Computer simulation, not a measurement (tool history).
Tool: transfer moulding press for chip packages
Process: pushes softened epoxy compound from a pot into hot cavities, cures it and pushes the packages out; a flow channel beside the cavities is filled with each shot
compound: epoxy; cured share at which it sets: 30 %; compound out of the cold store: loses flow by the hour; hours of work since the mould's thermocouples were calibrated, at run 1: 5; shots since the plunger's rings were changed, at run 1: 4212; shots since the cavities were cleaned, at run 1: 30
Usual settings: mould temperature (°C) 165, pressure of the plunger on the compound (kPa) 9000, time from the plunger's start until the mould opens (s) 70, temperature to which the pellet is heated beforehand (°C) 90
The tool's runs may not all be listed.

run,hour,mould temperature (°C),pressure of the plunger on the compound (kPa),time from the plunger's start until the mould opens (s),temperature to which the pellet is heated beforehand (°C),hours of work since the mould's thermocouples were calibrated,shots since the plunger's rings were changed,shots since the cavities were cleaned,incoming compound's hours out of the cold store,length that the compound runs in the flow channel (mm),greatest force on the pins that push the packages out (N)
1,0.0,165,9000,70,90,5,4212,30,36.8,464.8,554
2,8.3,163,9000,70,90,9,4306,124,40.2,460.2,669
3,16.7,162,9000,70,90,12,4400,218,33.8,477.3,786
4,25.2,162,9000,70,90,16,4496,314,10.1,541.6,941
5,31.2,162,9000,70,90,19,4564,382,23.7,502.6,883
# hour 35.3: cavities cleaned with cleaning compound and waxed
6,40.7,162,9000,70,90,22,4653,60,32.9,478.5,689
7,46.5,162,9000,70,90,25,4720,127,20.5,510.4,806
8,57.1,162,9000,70,90,29,4838,245,36.5,468.5,821
9,67.0,162,9000,70,90,34,4950,357,31.7,479.8,874
# hour 72.9: cavities cleaned with cleaning compound and waxed
10,74.4,162,9000,70,90,36,5017,17,32.3,476.5,681
11,85.4,162,9000,70,90,41,5141,141,22.7,500.8,792
# hour 92.7: plunger's sealing rings changed
12,95.2,162,9000,70,90,44,27,222,29.9,504.6,809
13,102.7,162,9000,77,90,48,112,307,27.6,509.4,674
14,110.6,165,9000,70,90,51,202,397,36.0,484.3,733
# hour 112.9: cavities cleaned with cleaning compound and waxed
15,120.9,165,9000,70,90,55,301,90,14.7,542.2,643
16,128.1,165,9000,70,90,58,382,171,41.9,468.5,604
17,133.2,161,9520,81,98,60,439,228,33.5,508.0,608
18,138.0,161,9520,81,98,62,493,282,47.1,470.4,618
19,143.7,161,9520,81,98,65,557,346,21.4,538.7,687
# hour 150.3: cavities cleaned with cleaning compound and waxed
20,153.3,159,9520,106,98,69,649,34,28.2,523.9,418
21,164.8,159,9520,70,98,74,778,163,37.0,498.5,842
22,175.3,165,9300,70,99,78,897,282,45.2,464.9,643
23,182.3,160,7150,86,90,81,976,361,30.8,446.7,638
# hour 188.1: cavities cleaned with cleaning compound and waxed
24,192.8,160,10270,86,99,85,1077,53,8.3,600.1,509
25,197.6,160,10270,86,99,87,1131,107,17.7,570.7,532
26,203.9,160,10300,86,98,90,1202,178,34.2,522.6,567
27,212.1,170,9780,86,98,94,1294,270,31.7,501.6,497
28,217.2,169,9780,84,98,96,1353,329,28.8,511.9,511

3 ways to go on from here, each from the tool as it stands after run 28. What would each give?
# hour 225.7: cavities cleaned with cleaning compound and waxed
A,227.4,168,9000,70,85,100,1450,19,16.5,?,?
# hour 225.7: cavities cleaned with cleaning compound and waxed
B,227.4,167,10310,88,90,100,1450,19,29.2,?,?
# hour 225.7: cavities cleaned with cleaning compound and waxed
C,227.4,168,9780,84,98,100,1450,19,37.8,?,?

run,length that the compound runs in the flow channel (mm),greatest force on the pins that push the packages out (N)
A,530.6,509
B,528.6,410
C,488.9,417
Without the tool's hidden state the same runs would have given:
run,length that the compound runs in the flow channel (mm),greatest force on the pins that push the packages out (N)
A,539.1,498
B,537.0,399
C,496.7,405
